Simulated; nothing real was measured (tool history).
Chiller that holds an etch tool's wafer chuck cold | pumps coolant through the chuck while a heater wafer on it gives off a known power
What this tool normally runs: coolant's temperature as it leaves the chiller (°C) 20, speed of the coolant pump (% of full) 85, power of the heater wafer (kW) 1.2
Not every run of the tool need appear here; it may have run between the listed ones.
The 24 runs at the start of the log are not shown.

| run | hour | coolant's temperature as it leaves the chiller (°C) | speed of the coolant pump (% of full) | power of the heater wafer (kW) | chuck's temperature once it has settled (°C) | how much warmer the coolant comes back (C) |
|---|---|---|---|---|---|---|
| 25 | 979.1 | 20 | 86 | 1.2 | 28.7 | 3.09 |
| 26 | 1044.5 | 23 | 86 | 0.988 | 30.3 | 2.64 |
| 27 | 1086.7 | 20 | 73 | 1.2 | 29.7 | 3.74 |
| 28 | 1140.7 | 20 | 73 | 1.2 | 29.6 | 3.81 |
| 29 | 1173.6 | 16 | 96 | 0.984 | 22.8 | 2.46 |
| 30 | 1218.5 | 16 | 96 | 0.984 | 22.6 | 2.44 |
| 31 | 1261.8 | 16 | 96 | 0.984 | 22.5 | 2.45 |
| 32 | 1298.6 | 22 | 64 | 1.2 | 32.5 | 4.35 |
| 33 | 1333.5 | 14 | 64 | 0.865 | 21.4 | 3.25 |

Each row is a separate what-if for the run after 33, all from the same tool condition, not one after another. Results?
| A | 1361.1 | 10 | 90 | 0.612 | ? | ? |
| B | 1361.1 | 14 | 64 | 0.972 | ? | ? |
| C | 1361.1 | 13 | 96 | 0.772 | ? | ? |

| run | chuck's temperature once it has settled (°C) | how much warmer the coolant comes back (C) |
|---|---|---|
| A | 14.4 | 1.75 |
| B | 22.5 | 3.59 |
| C | 18.3 | 1.98 |
The same runs, with their run-to-run variation unchanged, on a tool lacking any hidden condition would have given:
| run | chuck's temperature once it has settled (°C) | how much warmer the coolant comes back (C) |
|---|---|---|
| A | 14.4 | 1.41 |
| B | 22.4 | 3.25 |
| C | 18.3 | 1.65 |
